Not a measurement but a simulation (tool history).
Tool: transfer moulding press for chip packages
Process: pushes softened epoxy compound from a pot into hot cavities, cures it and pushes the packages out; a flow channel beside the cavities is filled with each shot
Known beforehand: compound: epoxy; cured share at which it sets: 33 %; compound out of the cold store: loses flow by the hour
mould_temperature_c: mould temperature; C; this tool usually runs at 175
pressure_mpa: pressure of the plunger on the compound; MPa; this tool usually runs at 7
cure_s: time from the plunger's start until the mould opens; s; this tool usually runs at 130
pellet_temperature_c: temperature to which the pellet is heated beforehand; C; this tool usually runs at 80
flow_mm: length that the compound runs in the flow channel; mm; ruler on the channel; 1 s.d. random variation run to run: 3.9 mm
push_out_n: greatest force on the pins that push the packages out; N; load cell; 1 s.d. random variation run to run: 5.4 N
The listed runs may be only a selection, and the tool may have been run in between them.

| run | hour | mould_temperature_c | pressure_mpa | cure_s | pellet_temperature_c | incoming compound's hours out of the cold store | flow_mm | push_out_n |
|---|---|---|---|---|---|---|---|---|
| 1 | 0 | 175 | 7 | 130 | 80 | 14.1 | 980 | 256 |
|  | 21.8 | cavities cleaned with cleaning compound and waxed |
|  | 34 | plunger's sealing rings changed |
| 2 | 49.7 | 175 | 7 | 130 | 80 | 30 | 941 | 246 |
|  | 78.3 | cavities cleaned with cleaning compound and waxed |
| 3 | 96.5 | 175 | 7 | 130 | 80 | 15.8 | 1000 | 224 |
| 4 | 125.9 | 175 | 7 | 130 | 80 | 9.2 | 1030 | 273 |
|  | 130.6 | cavities cleaned with cleaning compound and waxed |
| 5 | 157.4 | 175 | 7 | 130 | 84 | 42.4 | 873 | 234 |
|  | 182.3 | cavities cleaned with cleaning compound and waxed |
| 6 | 197.7 | 175 | 8.38 | 130 | 80 | 29 | 1008 | 219 |
|  | 232.9 | cavities cleaned with cleaning compound and waxed |
| 7 | 253.6 | 175 | 8.38 | 113 | 80 | 31 | 987 | 287 |
|  | 285.9 | cavities cleaned with cleaning compound and waxed |
| 8 | 296.3 | 175 | 7 | 130 | 80 | 42.8 | 856 | 191 |
|  | 336.8 | cavities cleaned with cleaning compound and waxed |
|  | 345.7 | plunger's sealing rings changed |
| 9 | 345.7 | 175 | 8.76 | 130 | 82 | 21.5 | 1100 | 206 |
|  | 393.4 | cavities cleaned with cleaning compound and waxed |
| 10 | 397.2 | 181 | 8.44 | 130 | 87 | 15.8 | 1062 | 170 |

What does the tool deliver on the next run?
|  | 417.7 | mould's thermocouples calibrated |
| 11 | 422.7 | 181 | 8.44 | 130 | 87 | 20 | ? | ? |

Run 11 yielded flow_mm 1045 mm, push_out_n 219 N.
Had the tool carried no hidden state, the very same run would have given flow_mm 1055 mm, push_out_n 160 N.
